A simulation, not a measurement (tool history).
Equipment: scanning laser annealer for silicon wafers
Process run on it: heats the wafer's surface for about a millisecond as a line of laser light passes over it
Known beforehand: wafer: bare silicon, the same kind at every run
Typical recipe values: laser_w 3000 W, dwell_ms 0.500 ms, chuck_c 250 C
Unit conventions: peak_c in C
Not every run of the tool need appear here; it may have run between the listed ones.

run,hour,laser_w,dwell_ms,chuck_c,peak_c
1,0.0,3000,0.500,250,1001
2,7.1,3000,0.500,250,1003
3,15.1,3000,0.559,250,1038
4,23.5,3000,0.562,250,1041
5,34.4,3000,0.562,250,1041
6,40.3,3000,0.562,250,1040
7,52.3,3185,0.500,250,1060
8,59.2,3185,0.500,250,1060
9,69.2,3185,0.500,250,1061
10,77.3,3185,0.500,250,1061
11,87.0,3185,0.500,250,1061
12,98.0,3185,0.500,250,1063
13,106.7,3185,0.500,250,1059
14,116.1,3000,0.550,250,1031
15,128.2,2888,0.472,216,912
# hour 131.1: window over the wafer cleaned
16,139.6,2711,0.588,244,943
17,147.3,2716,0.413,210,810
18,159.1,2763,0.581,213,925
19,170.2,2763,0.581,213,926
20,180.5,2763,0.581,213,925
# hour 192.5: window over the wafer cleaned, once more
21,192.5,3039,0.471,244,1005
22,199.0,3039,0.509,251,1038
23,207.7,3000,0.586,236,1060
24,214.0,3000,0.586,236,1059
25,224.1,3000,0.351,250,906
26,231.6,3000,0.351,250,908

3 ways to go on from here, each from the tool as it stands after run 26. What would each give?
A,238.5,2914,0.584,250,?
B,238.5,3000,0.449,250,?
C,238.5,3056,0.351,286,?

run,peak_c
A,1040
B,984
C,960
Without the tool's hidden state the same runs would have given:
run,peak_c
A,1053
B,996
C,971
